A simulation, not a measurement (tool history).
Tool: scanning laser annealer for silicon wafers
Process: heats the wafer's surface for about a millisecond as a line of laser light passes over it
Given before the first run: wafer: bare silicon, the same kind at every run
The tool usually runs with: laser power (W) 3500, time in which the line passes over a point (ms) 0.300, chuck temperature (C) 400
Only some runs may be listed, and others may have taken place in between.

| run | hour | laser power (W) | time in which the line passes over a point (ms) | chuck temperature (C) | highest temperature of the surface (C) |
|---|---|---|---|---|---|
| 1 | 0.0 | 3500 | 0.300 | 400 | 1114 |
| 2 | 13.0 | 3500 | 0.300 | 400 | 1116 |
| 3 | 25.8 | 3500 | 0.300 | 400 | 1111 |
| 4 | 32.8 | 3500 | 0.281 | 400 | 1089 |
| 5 | 48.7 | 3500 | 0.305 | 400 | 1117 |
| 6 | 56.3 | 3500 | 0.214 | 400 | 1005 |
| 7 | 67.6 | 3500 | 0.300 | 400 | 1112 |
| 8 | 76.5 | 3500 | 0.300 | 400 | 1113 |
| 9 | 92.2 | 3500 | 0.300 | 400 | 1108 |
| 10 | 99.8 | 3500 | 0.300 | 400 | 1107 |
| 11 | 113.9 | 3500 | 0.300 | 400 | 1114 |
| 12 | 126.4 | 3500 | 0.372 | 400 | 1187 |
| 13 | 142.6 | 3500 | 0.372 | 400 | 1190 |
| 14 | 150.4 | 3500 | 0.300 | 400 | 1107 |
| 15 | 166.6 | 3500 | 0.300 | 400 | 1108 |
| 16 | 178.5 | 3500 | 0.300 | 407 | 1116 |
| 17 | 193.6 | 3500 | 0.300 | 407 | 1116 |
| 18 | 208.5 | 3500 | 0.302 | 379 | 1088 |
| 19 | 225.3 | 3202 | 0.268 | 371 | 966 |
| 20 | 239.9 | 3500 | 0.337 | 433 | 1180 |
| 21 | 249.3 | 3500 | 0.337 | 433 | 1180 |
| 22 | 260.9 | 3515 | 0.346 | 386 | 1143 |
| 23 | 274.8 | 3786 | 0.308 | 425 | 1210 |
| 24 | 289.3 | 3786 | 0.308 | 425 | 1215 |
| 25 | 303.7 | 3790 | 0.249 | 422 | 1131 |
| 26 | 320.3 | 3790 | 0.355 | 400 | 1242 |
| 27 | 335.8 | 3236 | 0.311 | 430 | 1071 |
| 28 | 347.6 | 3675 | 0.300 | 387 | 1130 |
| 29 | 358.7 | 3042 | 0.265 | 399 | 949 |
| 30 | 371.0 | 3042 | 0.265 | 399 | 948 |
| 31 | 386.8 | 3040 | 0.212 | 414 | 901 |
| 32 | 401.5 | 3040 | 0.212 | 414 | 905 |
| 33 | 414.6 | 3772 | 0.212 | 427 | 1092 |

Taken out of this log: 1 entry between the listed runs. Where each belongs, and how the hidden state differs across it:
Logged between run 32 and run 33: window over the wafer cleaned (hour 407.5)
  light that passes the window, % of a clean one's: 97.65 -> 99.91; laser's true power over the reading, %: 0.65 -> 0.66; width of the line over the set one, %: 2.29 -> 2.31
  difference, measured minus the result without the unlogged condition, highest temperature of the surface (C): -20 -> -7

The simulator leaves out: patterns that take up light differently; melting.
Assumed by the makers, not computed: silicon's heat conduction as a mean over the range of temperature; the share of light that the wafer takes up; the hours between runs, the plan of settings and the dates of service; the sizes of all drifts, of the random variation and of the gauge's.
